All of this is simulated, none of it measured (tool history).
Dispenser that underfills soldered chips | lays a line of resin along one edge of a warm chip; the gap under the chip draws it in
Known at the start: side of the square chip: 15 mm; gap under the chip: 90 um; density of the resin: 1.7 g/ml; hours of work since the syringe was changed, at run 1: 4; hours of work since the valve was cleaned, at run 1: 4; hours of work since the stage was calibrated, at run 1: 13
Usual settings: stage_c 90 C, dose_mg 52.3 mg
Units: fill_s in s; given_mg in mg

run   hour  stage_c  dose_mg  hours of work since the syringe was changed  hours of work since the valve was cleaned  hours of work since the stage was calibrated  fill_s  given_mg
  1    0.0       90     52.3                                            4                                          4                                            13   150.8     52.46
  2    7.5       98     52.3                                            9                                          9                                            19   129.2     52.35
      10.9  -- new syringe of resin
  3   15.6       98     52.3                                            4                                         15                                            24   105.5     52.29
  4   20.1       98     52.3                                            7                                         19                                            28   119.2     52.24
      27.0  -- new syringe of resin
  5   29.0       98     52.3                                            1                                         25                                            34    95.7     52.19
  6   32.9       90     63.6                                            4                                         28                                            37   148.1     63.38
  7   37.0       90     52.3                                            7                                         31                                            40   165.5     51.88
      43.3  -- new syringe of resin
  8   45.1       90     52.3                                            1                                         37                                            46   137.1     51.95
  9   49.8       90     52.3                                            5                                         40                                            49   157.3     51.82
 10   53.8       90     52.3                                            8                                         43                                            52   170.3     51.86
 11   58.2       76     52.3                                           11                                         47                                            56   353.7     51.65
      59.2  -- new syringe of resin
 12   63.0      101     52.6                                            3                                         50                                            59    91.3     51.91
 13   70.6      101     52.6                                            8                                         56                                            65   110.8     51.82
      75.8  -- new syringe of resin
 14   76.8       86     65.0                                            1                                         60                                            69   157.8     63.83
 15   84.6       80     62.0                                            7                                         66                                            75   247.9     60.78
 16   89.3       80     62.0                                           10                                         69                                            78   281.5     61.16
      91.9  -- new syringe of resin
 17   98.3       80     62.0                                            5                                         76                                            85   235.2     60.79
 18  106.2       85     54.5                                           11                                         82                                            91   232.4     53.44
     108.0  -- new syringe of resin
 19  111.6      101     54.3                                            3                                         86                                            95    89.4     53.18
 20  120.1      103     57.4                                            9                                         92                                           101   102.6     56.00
     124.2  -- new syringe of resin
 21  125.6      103     60.9                                            1                                         96                                           105    78.0     59.26

How the hidden state differs across the entries between the runs, from the last listed run before each to the first after it:
Between runs 2 and 3: new syringe of resin (hour 10.9)
  resin's viscosity, % of fresh resin's: 136.8 -> 113.8; dose that the valve gives, % of what is set: 100.12 -> 99.94; true chip temperature over the reading, C: -0.09 -> -0.08
  measured less the result without the state, fill_s: +35.0 -> +13.1 s; given_mg: +0.07 -> -0.03 mg
Between runs 4 and 5: new syringe of resin (hour 27.0)
  resin's viscosity, % of fresh resin's: 126.9 -> 102.3; dose that the valve gives, % of what is set: 99.84 -> 99.65; true chip temperature over the reading, C: -0.07 -> -0.05
  measured less the result without the state, fill_s: +25.6 -> +2.4 s; given_mg: -0.09 -> -0.19 mg
Between runs 7 and 8: new syringe of resin (hour 43.3)
  resin's viscosity, % of fresh resin's: 124.6 -> 104.2; dose that the valve gives, % of what is set: 99.46 -> 99.26; true chip temperature over the reading, C: -0.04 -> -0.03
  measured less the result without the state, fill_s: +32.9 -> +5.8 s; given_mg: -0.29 -> -0.39 mg
Between runs 11 and 12: new syringe of resin (hour 59.2)
  resin's viscosity, % of fresh resin's: 143.3 -> 109.5; dose that the valve gives, % of what is set: 98.97 -> 98.85; true chip temperature over the reading, C: -0.01 -> 0
  measured less the result without the state, fill_s: +107.2 -> +8.1 s; given_mg: -0.54 -> -0.60 mg
Between runs 13 and 14: new syringe of resin (hour 75.8)
  resin's viscosity, % of fresh resin's: 132 -> 103.1; dose that the valve gives, % of what is set: 98.68 -> 98.55; true chip temperature over the reading, C: 0.01 -> 0.02
  measured less the result without the state, fill_s: +27.0 -> +4.7 s; given_mg: -0.69 -> -0.94 mg
Between runs 16 and 17: new syringe of resin (hour 91.9)
  resin's viscosity, % of fresh resin's: 139.9 -> 118.1; dose that the valve gives, % of what is set: 98.25 -> 98.06; true chip temperature over the reading, C: 0.04 -> 0.06
  measured less the result without the state, fill_s: +80.1 -> +35.9 s; given_mg: -1.08 -> -1.20 mg
Between runs 18 and 19: new syringe of resin (hour 108.0)
  resin's viscosity, % of fresh resin's: 143.4 -> 108.7; dose that the valve gives, % of what is set: 97.88 -> 97.77; true chip temperature over the reading, C: 0.07 -> 0.08
  measured less the result without the state, fill_s: +70.3 -> +7.3 s; given_mg: -1.16 -> -1.21 mg
Between runs 20 and 21: new syringe of resin (hour 124.2)
  resin's viscosity, % of fresh resin's: 133.6 -> 103.2; dose that the valve gives, % of what is set: 97.6 -> 97.48; true chip temperature over the reading, C: 0.09 -> 0.1
  measured less the result without the state, fill_s: +25.6 -> +2.3 s; given_mg: -1.38 -> -1.53 mg
